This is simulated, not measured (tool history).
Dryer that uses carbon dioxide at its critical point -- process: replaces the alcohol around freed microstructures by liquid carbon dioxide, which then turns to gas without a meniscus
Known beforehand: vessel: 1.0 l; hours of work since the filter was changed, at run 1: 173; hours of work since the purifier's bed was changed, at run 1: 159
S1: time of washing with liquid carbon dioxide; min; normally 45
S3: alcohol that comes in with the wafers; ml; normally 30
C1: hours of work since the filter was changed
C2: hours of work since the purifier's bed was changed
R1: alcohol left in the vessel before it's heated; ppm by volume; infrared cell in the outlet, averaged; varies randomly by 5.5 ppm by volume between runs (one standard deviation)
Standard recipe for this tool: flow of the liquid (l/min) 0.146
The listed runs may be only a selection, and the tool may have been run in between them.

Run 1, hour 0.0: usual settings; C1 173; C2 159. Result: R1 333 ppm by volume.
Run 2, hour 9.8: usual settings but S3 51 ml; C1 181; C2 166. Result: R1 551 ppm by volume.
Run 3, hour 24.2: usual settings but S3 51 ml; C1 191; C2 176. Result: R1 607 ppm by volume.
Run 4, hour 38.6: usual settings but S3 51 ml; C1 202; C2 187. Result: R1 597 ppm by volume.
Run 5, hour 50.6: usual settings; C1 210; C2 196. Result: R1 383 ppm by volume.
At hour 56.3: inlet filter changed.
Run 6, hour 61.7: usual settings; C1 4; C2 203. Result: R1 212 ppm by volume.
Run 7, hour 74.8: usual settings but S1 28 min; C1 13; C2 212. Result: R1 1199 ppm by volume.
Run 8, hour 86.9: usual settings but S1 58 min; C1 22; C2 221. Result: R1 99 ppm by volume.
Run 9, hour 100.3: usual settings but S1 58 min, flow of the liquid (l/min) 0.221; C1 32; C2 231. Result: R1 59 ppm by volume.
Run 10, hour 112.9: usual settings but S1 58 min, flow of the liquid (l/min) 0.221; C1 41; C2 240. Result: R1 60 ppm by volume.
Run 11, hour 119.0: usual settings; C1 46; C2 245. Result: R1 251 ppm by volume.
Run 12, hour 131.5: usual settings but flow of the liquid (l/min) 0.126; C1 55; C2 254. Result: R1 451 ppm by volume.
Run 13, hour 139.3: usual settings but flow of the liquid (l/min) 0.126; C1 60; C2 259. Result: R1 447 ppm by volume.
Run 14, hour 147.0: usual settings but S1 51 min, flow of the liquid (l/min) 0.099, S3 76 ml; C1 66; C2 265. Result: R1 1799 ppm by volume.
Run 15, hour 156.6: usual settings but S1 50 min, flow of the liquid (l/min) 0.119; C1 73; C2 272. Result: R1 421 ppm by volume.
Run 16, hour 168.0: usual settings but S1 50 min, flow of the liquid (l/min) 0.094, S3 93 ml; C1 81; C2 280. Result: R1 2931 ppm by volume.
Run 17, hour 179.5: usual settings but S3 51 ml; C1 90; C2 289. Result: R1 438 ppm by volume.
Run 18, hour 192.8: usual settings but S3 51 ml; C1 99; C2 298. Result: R1 445 ppm by volume.
Run 19, hour 203.0: usual settings but flow of the liquid (l/min) 0.156, S3 35 ml; C1 107; C2 306. Result: R1 263 ppm by volume.
Run 20, hour 210.2: usual settings but flow of the liquid (l/min) 0.156, S3 35 ml; C1 112; C2 311. Result: R1 267 ppm by volume.
Run 21, hour 223.4: usual settings but S1 64 min, flow of the liquid (l/min) 0.105, S3 43 ml; C1 122; C2 321. Result: R1 430 ppm by volume.
Run 22, hour 232.6: usual settings but flow of the liquid (l/min) 0.088, S3 23 ml; C1 128; C2 327. Result: R1 1464 ppm by volume.
Run 23, hour 246.2: usual settings but S1 37 min, flow of the liquid (l/min) 0.124, S3 64 ml; C1 138; C2 337. Result: R1 2489 ppm by volume.
Run 24, hour 253.4: usual settings but S1 37 min, flow of the liquid (l/min) 0.124, S3 64 ml; C1 143; C2 342. Result: R1 2438 ppm by volume.

Same runs, no hidden state in the tool, same run-to-run variation:
The tool's hidden condition here consists of: flow that reaches the vessel past the clogged filter, %; alcohol in the recycled carbon dioxide, ppm; drift of the gauge itself on alcohol_ppm, %.
run    R1
  1   150
  2   257
  3   276
  4   254
  5   151
  6   155
  7  1103
  8    37
  9     0
 10     0
 11   156
 12   319
 13   311
 14  1420
 15   272
 16  2286
 17   256
 18   250
 19   118
 20   119
 21   219
 22  1034
 23  1661
 24  1605
